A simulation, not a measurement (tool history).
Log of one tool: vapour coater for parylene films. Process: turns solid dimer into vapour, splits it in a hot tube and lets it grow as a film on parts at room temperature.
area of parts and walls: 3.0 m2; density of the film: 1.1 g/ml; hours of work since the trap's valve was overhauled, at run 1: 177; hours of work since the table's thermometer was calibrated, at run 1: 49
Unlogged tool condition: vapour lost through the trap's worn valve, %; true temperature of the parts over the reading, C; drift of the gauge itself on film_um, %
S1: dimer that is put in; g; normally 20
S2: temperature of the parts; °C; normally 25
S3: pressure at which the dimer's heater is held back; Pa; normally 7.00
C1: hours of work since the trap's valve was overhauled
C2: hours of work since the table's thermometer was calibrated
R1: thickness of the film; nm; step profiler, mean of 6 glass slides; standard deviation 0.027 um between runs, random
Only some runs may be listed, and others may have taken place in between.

Run 1, hour 0.0: usual settings; C1 177; C2 49. Result: R1 4350 nm.
Run 2, hour 36.0: usual settings but S2 22 °C; C1 192; C2 63. Result: R1 4810 nm.
Run 3, hour 107.3: usual settings but S2 22 °C; C1 221; C2 92. Result: R1 4770 nm.
Run 4, hour 183.2: usual settings; C1 252; C2 123. Result: R1 4310 nm.
At hour 221.7: trap's valve overhauled.
Run 5, hour 221.7: usual settings; C1 0; C2 138. Result: R1 4450 nm.
Run 6, hour 292.2: usual settings; C1 29; C2 166. Result: R1 4490 nm.
Run 7, hour 341.4: usual settings; C1 49; C2 186. Result: R1 4490 nm.
Run 8, hour 401.4: usual settings but S3 3.37 Pa; C1 73; C2 211. Result: R1 5030 nm.
Run 9, hour 478.2: usual settings; C1 105; C2 242. Result: R1 4420 nm.
Run 10, hour 557.0: usual settings; C1 137; C2 275. Result: R1 4420 nm.
Run 11, hour 591.1: usual settings but S2 34 °C; C1 151; C2 288. Result: R1 3300 nm.
Run 12, hour 655.1: usual settings but S1 30 g; C1 177; C2 315. Result: R1 6540 nm.
Run 13, hour 703.5: usual settings but S1 30 g, S3 2.55 Pa; C1 197; C2 334. Result: R1 7700 nm.
Run 14, hour 772.4: usual settings but S1 30 g, S3 2.55 Pa; C1 225; C2 363. Result: R1 7660 nm.
Run 15, hour 835.4: usual settings but S1 30 g, S3 2.55 Pa; C1 251; C2 388. Result: R1 7560 nm.
Run 16, hour 869.3: usual settings but S1 30 g, S3 2.55 Pa; C1 265; C2 402. Result: R1 7650 nm.
At hour 878.7: trap's valve overhauled.
Run 17, hour 909.3: usual settings but S1 10 g; C1 12; C2 417. Result: R1 2230 nm.
Run 18, hour 990.2: usual settings but S1 10 g; C1 46; C2 450. Result: R1 2220 nm.
Run 19, hour 1033.6: usual settings but S1 10 g; C1 63; C2 468. Result: R1 2230 nm.
Run 20, hour 1112.5: usual settings but S1 10 g; C1 96; C2 500. Result: R1 2210 nm.
Run 21, hour 1181.3: usual settings but S1 10 g; C1 124; C2 528. Result: R1 2200 nm.
Run 22, hour 1259.9: usual settings; C1 156; C2 560. Result: R1 4360 nm.
Run 23, hour 1333.3: usual settings but S2 21 °C; C1 186; C2 590. Result: R1 4960 nm.
Run 24, hour 1376.7: usual settings but S1 18 g, S2 24 °C, S3 2.38 Pa; C1 203; C2 608. Result: R1 4840 nm.
Run 25, hour 1448.9: usual settings but S1 16 g, S2 18 °C, S3 6.78 Pa; C1 233; C2 637. Result: R1 4310 nm.
Run 26, hour 1517.9: usual settings but S1 16 g, S2 18 °C, S3 6.78 Pa; C1 261; C2 666. Result: R1 4310 nm.
At hour 1535.1: trap's valve overhauled.
Run 27, hour 1564.3: usual settings but S1 13 g, S2 31 °C, S3 7.92 Pa; C1 12; C2 683. Result: R1 2370 nm.
Run 28, hour 1620.8: usual settings but S1 13 g, S2 31 °C, S3 7.92 Pa; C1 35; C2 706. Result: R1 2330 nm.
Run 29, hour 1663.6: usual settings but S1 13 g, S2 31 °C, S3 7.92 Pa; C1 53; C2 724. Result: R1 2330 nm.
Run 30, hour 1707.4: usual settings but S1 13 g, S2 31 °C, S3 7.92 Pa; C1 70; C2 741. Result: R1 2300 nm.
Run 31, hour 1754.7: usual settings but S1 27 g, S3 11.02 Pa; C1 90; C2 761. Result: R1 5500 nm.
Run 32, hour 1793.8: usual settings but S1 29 g, S3 11.02 Pa; C1 106; C2 777. Result: R1 5920 nm.
Run 33, hour 1838.4: usual settings but S1 29 g, S2 36 °C, S3 3.85 Pa; C1 124; C2 795. Result: R1 4890 nm.
Run 34, hour 1893.6: usual settings but S1 29 g, S2 23 °C, S3 3.85 Pa; C1 147; C2 818. Result: R1 7400 nm.
Run 35, hour 1936.3: usual settings but S1 26 g, S2 17 °C, S3 5.90 Pa; C1 164; C2 835. Result: R1 7380 nm.
Run 36, hour 2011.8: usual settings but S1 9 g, S2 24 °C, S3 2.36 Pa; C1 195; C2 866. Result: R1 2410 nm.
Run 37, hour 2047.9: usual settings but S1 18 g, S2 22 °C, S3 10.15 Pa; C1 210; C2 881. Result: R1 4070 nm.
Run 38, hour 2117.8: usual settings but S2 31 °C; C1 238; C2 909. Result: R1 3510 nm.
At hour 2190.4: trap's valve overhauled.
Run 39, hour 2192.9: usual settings but S2 31 °C; C1 1; C2 938. Result: R1 3720 nm.
Run 40, hour 2266.2: usual settings but S1 25 g, S3 8.46 Pa; C1 31; C2 968. Result: R1 5410 nm.
Run 41, hour 2305.7: usual settings but S1 23 g, S3 3.09 Pa; C1 47; C2 984. Result: R1 5840 nm.
Run 42, hour 2346.5: usual settings but S1 27 g, S2 33 °C, S3 3.09 Pa; C1 64; C2 1001. Result: R1 5280 nm.
Run 43, hour 2384.1: usual settings but S1 35 g, S2 24 °C, S3 3.09 Pa; C1 79; C2 1016. Result: R1 9210 nm.
Run 44, hour 2451.3: usual settings but S1 13 g, S2 24 °C, S3 7.38 Pa; C1 107; C2 1044. Result: R1 2910 nm.
Run 45, hour 2517.2: usual settings but S1 11 g, S2 24 °C, S3 7.52 Pa; C1 134; C2 1071. Result: R1 2430 nm.
Run 46, hour 2582.3: usual settings but S1 23 g, S2 18 °C, S3 9.87 Pa; C1 160; C2 1097. Result: R1 5830 nm.

Branching from run 46: 4 alternative next runs. What would each branch give?
Run A, hour 2635.3: usual settings but S1 10 g, S3 5.55 Pa; C1 182; C2 1119. Result: R1 ?.
Run B, hour 2635.3: usual settings but S1 14 g, S2 23 °C, S3 2.99 Pa; C1 182; C2 1119. Result: R1 ?.
Run C, hour 2635.3: usual settings but S1 11 g, S2 19 °C, S3 6.81 Pa; C1 182; C2 1119. Result: R1 ?.
Run D, hour 2635.3: usual settings but S1 14 g, S2 18 °C, S3 3.12 Pa; C1 182; C2 1119. Result: R1 ?.

run    R1
  A  2230
  B  3680
  C  2840
  D  4010
The same runs, with their run-to-run variation unchanged, on a tool lacking any hidden condition would have given:
run    R1
  A  2340
  B  3860
  C  2990
  D  4150
